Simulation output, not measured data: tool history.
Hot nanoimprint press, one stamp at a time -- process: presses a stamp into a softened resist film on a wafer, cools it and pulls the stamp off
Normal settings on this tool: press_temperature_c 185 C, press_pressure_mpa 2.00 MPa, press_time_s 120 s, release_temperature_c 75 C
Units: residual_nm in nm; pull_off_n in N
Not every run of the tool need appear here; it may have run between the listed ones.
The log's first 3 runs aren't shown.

run,hour,press_temperature_c,press_pressure_mpa,press_time_s,release_temperature_c,hours of work since the thermocouple was calibrated,imprints on the stamp's release coat,hours of work since the press's seals were changed,residual_nm,pull_off_n
4,40.0,185,2.00,120,75,37,372,209,103.3,135
5,48.9,185,2.00,120,75,44,405,216,102.9,131
6,66.3,185,2.00,120,75,57,468,229,103.6,134
7,81.2,185,2.00,78,75,69,522,241,117.7,135
8,90.9,185,2.00,120,75,76,557,248,102.5,135
9,105.5,192,2.00,120,75,87,610,259,79.3,130
10,116.0,192,2.00,120,75,96,649,267,79.5,135
11,131.0,185,2.00,120,75,107,703,279,102.0,141
12,147.7,185,1.22,120,75,120,763,292,125.9,139
13,158.9,185,1.87,120,75,128,804,300,105.1,142
14,167.9,185,2.00,120,75,135,837,307,102.7,140
15,185.5,185,2.00,120,75,149,901,321,101.2,146
16,192.6,185,2.00,120,75,154,926,326,101.8,138
17,206.0,194,1.90,70,75,165,975,336,91.1,146
18,221.5,185,2.00,129,79,176,1031,348,99.0,136
19,231.9,185,2.00,129,79,185,1069,356,98.6,133
20,239.2,184,1.98,62,75,190,1095,362,129.4,139
21,252.9,183,1.98,62,81,201,1145,372,133.0,127

Estimate the outcome of run 22 from the log above:
22,270.6,183,1.98,62,81,214,1209,386,?,?

Run 22 came out at residual_nm 131.6 nm, pull_off_n 126 N.
Were there no unlogged condition in the tool, this run, its random variation unchanged, would have produced residual_nm 134.6 nm, pull_off_n 107 N.
